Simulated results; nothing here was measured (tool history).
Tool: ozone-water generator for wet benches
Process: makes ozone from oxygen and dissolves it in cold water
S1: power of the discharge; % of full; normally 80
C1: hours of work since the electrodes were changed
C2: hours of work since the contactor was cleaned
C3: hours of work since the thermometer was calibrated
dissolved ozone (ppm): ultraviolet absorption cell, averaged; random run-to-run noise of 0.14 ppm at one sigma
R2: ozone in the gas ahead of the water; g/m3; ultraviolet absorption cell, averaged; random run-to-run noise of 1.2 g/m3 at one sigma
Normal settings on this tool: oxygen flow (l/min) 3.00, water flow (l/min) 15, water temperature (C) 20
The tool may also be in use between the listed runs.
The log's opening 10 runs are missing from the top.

Run 11, hour 901.9: usual settings but oxygen flow (l/min) 4.58; C1 4285; C2 121; C3 2588. Result: dissolved ozone (ppm) 14.9, R2 166.8 g/m3.
Run 12, hour 992.3: usual settings; C1 4371; C2 207; C3 2675. Result: dissolved ozone (ppm) 15.4, R2 214.1 g/m3.
At hour 1086.1: water thermometer calibrated.
Run 13, hour 1101.5: usual settings; C1 4475; C2 311; C3 15. Result: dissolved ozone (ppm) 15.3, R2 215.3 g/m3.
Run 14, hour 1189.5: usual settings; C1 4559; C2 395; C3 99. Result: dissolved ozone (ppm) 15.4, R2 217.0 g/m3.
Run 15, hour 1263.4: usual settings but water temperature (C) 27; C1 4629; C2 465; C3 169. Result: dissolved ozone (ppm) 13.8, R2 215.6 g/m3.
Run 16, hour 1358.1: usual settings but water temperature (C) 27; C1 4720; C2 556; C3 260. Result: dissolved ozone (ppm) 13.9, R2 212.9 g/m3.
At hour 1431.0: water thermometer calibrated, once more.
Run 17, hour 1490.7: usual settings but S1 85 % of full, water temperature (C) 27; C1 4846; C2 682; C3 57. Result: dissolved ozone (ppm) 14.3, R2 224.4 g/m3.
Run 18, hour 1564.9: usual settings but S1 95 % of full, water temperature (C) 12; C1 4917; C2 752; C3 128. Result: dissolved ozone (ppm) 19.0, R2 246.6 g/m3.
Run 19, hour 1671.7: usual settings but S1 66 % of full, oxygen flow (l/min) 4.97; C1 5018; C2 854; C3 230. Result: dissolved ozone (ppm) 12.4, R2 135.6 g/m3.
Run 20, hour 1804.1: usual settings but S1 66 % of full, oxygen flow (l/min) 4.97; C1 5145; C2 981; C3 356. Result: dissolved ozone (ppm) 12.5, R2 134.5 g/m3.
Run 21, hour 1906.0: usual settings but S1 67 % of full, oxygen flow (l/min) 1.70, water flow (l/min) 13; C1 5242; C2 1078; C3 453. Result: dissolved ozone (ppm) 15.2, R2 266.7 g/m3.
Run 22, hour 2034.8: usual settings but S1 54 % of full, oxygen flow (l/min) 2.08, water temperature (C) 13; C1 5365; C2 1201; C3 576. Result: dissolved ozone (ppm) 11.8, R2 200.5 g/m3.
Run 23, hour 2145.9: usual settings but S1 54 % of full, oxygen flow (l/min) 2.08, water temperature (C) 13; C1 5471; C2 1307; C3 682. Result: dissolved ozone (ppm) 11.9, R2 197.7 g/m3.
Run 24, hour 2225.6: usual settings but S1 54 % of full, oxygen flow (l/min) 2.08, water temperature (C) 13; C1 5547; C2 1383; C3 758. Result: dissolved ozone (ppm) 11.7, R2 199.3 g/m3.
Run 25, hour 2279.1: usual settings but S1 54 % of full, oxygen flow (l/min) 4.69, water flow (l/min) 20, water temperature (C) 13; C1 5598; C2 1434; C3 809. Result: dissolved ozone (ppm) 9.0, R2 120.0 g/m3.
Run 26, hour 2359.6: usual settings but S1 60 % of full, oxygen flow (l/min) 1.56, water flow (l/min) 17; C1 5675; C2 1511; C3 886. Result: dissolved ozone (ppm) 10.1, R2 257.1 g/m3.
Run 27, hour 2449.5: usual settings but S1 91 % of full, oxygen flow (l/min) 3.90, water flow (l/min) 13, water temperature (C) 17; C1 5761; C2 1596; C3 972. Result: dissolved ozone (ppm) 18.9, R2 198.2 g/m3.
Run 28, hour 2556.8: usual settings but S1 51 % of full, oxygen flow (l/min) 1.85; C1 5863; C2 1699; C3 1074. Result: dissolved ozone (ppm) 10.3, R2 203.2 g/m3.
Run 29, hour 2677.6: usual settings but S1 78 % of full, water temperature (C) 12; C1 5978; C2 1814; C3 1189. Result: dissolved ozone (ppm) 15.9, R2 206.5 g/m3.
Run 30, hour 2776.6: usual settings but S1 78 % of full; C1 6073; C2 1908; C3 1284. Result: dissolved ozone (ppm) 14.3, R2 206.3 g/m3.
Run 31, hour 2905.1: usual settings but S1 78 % of full, water flow (l/min) 11, water temperature (C) 14; C1 6195; C2 2031; C3 1406. Result: dissolved ozone (ppm) 20.7, R2 206.9 g/m3.
Run 32, hour 3006.5: usual settings but S1 78 % of full, water flow (l/min) 11, water temperature (C) 14; C1 6292; C2 2128; C3 1503. Result: dissolved ozone (ppm) 20.7, R2 205.0 g/m3.

Estimate the outcome of run 33 from the log above:
Run 33, hour 3098.3: usual settings but S1 60 % of full, water flow (l/min) 13, water temperature (C) 17; C1 6380; C2 2215; C3 1591. Result: dissolved ozone (ppm) ?, R2 ?.

dissolved ozone (ppm): 13.9
R2: 170.1 g/m3
Were there no unlogged condition in the tool, this run, its random variation unchanged, would have produced dissolved ozone (ppm) 15.3, R2 182.2 g/m3.
